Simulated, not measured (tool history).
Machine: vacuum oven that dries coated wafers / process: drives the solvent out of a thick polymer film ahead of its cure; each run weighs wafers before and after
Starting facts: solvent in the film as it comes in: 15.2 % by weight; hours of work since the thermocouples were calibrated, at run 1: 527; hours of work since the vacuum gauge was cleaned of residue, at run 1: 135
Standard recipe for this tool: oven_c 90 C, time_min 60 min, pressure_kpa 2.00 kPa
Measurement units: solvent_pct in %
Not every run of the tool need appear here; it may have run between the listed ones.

run	hour	oven_c	time_min	pressure_kpa	hours of work since the thermocouples were calibrated	hours of work since the vacuum gauge was cleaned of residue	solvent_pct
1	0.0	90	60	2.00	527	135	2.34
2	47.5	90	60	2.00	563	171	2.40
3	85.8	90	60	2.00	592	199	2.33
4	124.9	77	60	2.00	621	229	6.03
5	154.5	77	60	2.00	643	251	6.02
6	176.4	96	60	2.00	660	268	1.34
7	218.2	96	60	2.00	691	299	1.35
8	244.4	96	60	2.00	711	319	1.40
9	281.4	96	60	2.00	739	347	1.28
10	323.5	96	60	2.00	771	378	1.42
# hour 352.5: oven's thermocouples calibrated
11	355.2	96	60	2.00	2	401	1.26
12	378.7	90	59	2.00	20	419	2.45
13	414.2	85	59	2.00	46	445	3.60
14	442.3	85	59	2.00	68	466	3.64
15	480.8	93	33	2.84	97	495	4.04
16	519.6	86	51	7.63	126	525	6.19
17	540.9	79	84	7.63	142	541	6.88

Forecast run 18:
18	586.4	79	84	7.63	176	575	?

{"run 18": {"solvent_pct": 7.07}}
Were there no unlogged condition in the tool, this run, its random variation unchanged, would have produced solvent_pct 6.76 %.
